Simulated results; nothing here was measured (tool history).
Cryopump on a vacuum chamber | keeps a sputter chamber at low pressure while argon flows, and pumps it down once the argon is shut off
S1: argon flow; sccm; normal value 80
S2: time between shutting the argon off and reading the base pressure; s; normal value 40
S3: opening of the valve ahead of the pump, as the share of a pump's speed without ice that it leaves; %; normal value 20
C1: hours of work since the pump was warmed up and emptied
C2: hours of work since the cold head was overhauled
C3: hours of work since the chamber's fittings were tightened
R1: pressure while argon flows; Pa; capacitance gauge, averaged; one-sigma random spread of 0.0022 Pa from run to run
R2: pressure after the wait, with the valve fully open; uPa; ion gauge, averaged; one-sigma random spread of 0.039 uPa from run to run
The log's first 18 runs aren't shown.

run	hour	S1	S2	S3	C1	C2	C3	R1	R2
19	445.2	80	48	36	241	671	2151	0.3118	3.81
20	483.5	80	23	36	270	699	2180	0.3132	5.72
21	508	80	23	36	288	718	2198	0.3132	5.63
22	530.4	113	23	51	305	734	2215	0.3174	5.62
23	551.9	113	23	51	321	751	2231	0.3197	5.63
24	573.8	59	26	25	337	767	2248	0.3317	5.37
25	605.8	59	26	25	361	791	2272	0.3315	5.25
26	624.3	93	40	20	375	805	2285	0.6499	4.29
27	646.4	76	40	20	392	821	2302	0.5325	4.26
28	666.4	36	190	44	407	836	2317	0.1193	2.85
29	695.8	127	44	44	429	858	2339	0.4227	4.09
# hour 702.8: pump warmed up, emptied and cooled again
30	728.7	127	44	44	19	879	2360	0.3922	3.9
31	760.6	127	44	44	43	903	2384	0.3948	3.94
32	785.4	91	182	20	62	922	2402	0.6166	2.54
33	810.2	43	64	19	80	940	2421	0.3063	3.41

What if the next run were any one of these 3? Each begins from the tool's condition after run 33:
A	833.2	154	40	26	98	957	2438	?	?
B	833.2	103	31	19	98	957	2438	?	?
C	833.2	142	119	17	98	957	2438	?	?

run	R1	R2
A	0.81	4.13
B	0.7347	4.76
C	1.1313	2.82
Without the tool's unlogged condition, the same runs would have read:
run	R1	R2
A	0.8003	2.21
B	0.7283	2.84
C	1.1225	0.89
